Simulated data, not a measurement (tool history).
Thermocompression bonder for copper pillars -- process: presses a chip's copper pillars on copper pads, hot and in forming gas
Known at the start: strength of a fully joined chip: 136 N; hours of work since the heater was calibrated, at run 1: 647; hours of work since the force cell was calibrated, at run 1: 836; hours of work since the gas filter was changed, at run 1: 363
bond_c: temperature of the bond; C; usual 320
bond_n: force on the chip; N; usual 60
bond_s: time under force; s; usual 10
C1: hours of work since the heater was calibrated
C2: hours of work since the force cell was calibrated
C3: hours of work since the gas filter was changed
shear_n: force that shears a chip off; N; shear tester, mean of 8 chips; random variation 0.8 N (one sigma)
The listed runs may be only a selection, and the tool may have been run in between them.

{"run": 1, "hour": 0.0, "bond_c": 320, "bond_n": 60, "bond_s": 10, "C1": 647, "C2": 836, "C3": 363, "shear_n": 83.3}
{"run": 2, "hour": 42.9, "bond_c": 320, "bond_n": 60, "bond_s": 10, "C1": 678, "C2": 868, "C3": 395, "shear_n": 84.0}
{"hour": 73.6, "done": "forming gas filter changed"}
{"run": 3, "hour": 76.5, "bond_c": 320, "bond_n": 60, "bond_s": 10, "C1": 703, "C2": 892, "C3": 2, "shear_n": 84.2}
{"run": 4, "hour": 111.3, "bond_c": 320, "bond_n": 60, "bond_s": 10, "C1": 729, "C2": 918, "C3": 28, "shear_n": 85.6}
{"run": 5, "hour": 153.5, "bond_c": 320, "bond_n": 60, "bond_s": 10, "C1": 760, "C2": 949, "C3": 59, "shear_n": 84.3}
{"run": 6, "hour": 187.6, "bond_c": 320, "bond_n": 60, "bond_s": 10, "C1": 785, "C2": 975, "C3": 84, "shear_n": 83.9}
{"run": 7, "hour": 216.9, "bond_c": 320, "bond_n": 60, "bond_s": 10, "C1": 807, "C2": 996, "C3": 106, "shear_n": 84.7}
{"run": 8, "hour": 239.7, "bond_c": 320, "bond_n": 60, "bond_s": 10, "C1": 824, "C2": 1013, "C3": 123, "shear_n": 82.7}
{"run": 9, "hour": 267.6, "bond_c": 320, "bond_n": 60, "bond_s": 6, "C1": 845, "C2": 1034, "C3": 144, "shear_n": 71.3}
{"run": 10, "hour": 292.6, "bond_c": 320, "bond_n": 60, "bond_s": 6, "C1": 863, "C2": 1052, "C3": 162, "shear_n": 70.5}
{"run": 11, "hour": 314.3, "bond_c": 320, "bond_n": 86, "bond_s": 10, "C1": 879, "C2": 1068, "C3": 178, "shear_n": 107.5}
{"run": 12, "hour": 353.3, "bond_c": 320, "bond_n": 60, "bond_s": 10, "C1": 908, "C2": 1097, "C3": 207, "shear_n": 84.9}
{"run": 13, "hour": 385.0, "bond_c": 320, "bond_n": 60, "bond_s": 10, "C1": 932, "C2": 1121, "C3": 231, "shear_n": 82.2}
{"hour": 404.6, "done": "heater calibrated with a thermocouple chip"}
{"run": 14, "hour": 408.3, "bond_c": 313, "bond_n": 53, "bond_s": 7, "C1": 3, "C2": 1137, "C3": 247, "shear_n": 61.5}
{"run": 15, "hour": 435.3, "bond_c": 295, "bond_n": 60, "bond_s": 7, "C1": 23, "C2": 1157, "C3": 267, "shear_n": 58.7}
{"run": 16, "hour": 461.7, "bond_c": 338, "bond_n": 41, "bond_s": 7, "C1": 42, "C2": 1176, "C3": 286, "shear_n": 62.5}
{"run": 17, "hour": 480.5, "bond_c": 338, "bond_n": 41, "bond_s": 7, "C1": 56, "C2": 1190, "C3": 300, "shear_n": 62.3}
{"run": 18, "hour": 512.4, "bond_c": 338, "bond_n": 41, "bond_s": 7, "C1": 80, "C2": 1214, "C3": 324, "shear_n": 62.9}

Predict the results of run 19:
{"run": 19, "hour": 546.7, "bond_c": 310, "bond_n": 89, "bond_s": 10, "C1": 105, "C2": 1239, "C3": 349, "shear_n": "?"}

shear_n: 103.3 N
Had the tool carried no hidden state, the very same run would have given shear_n 103.5 N.
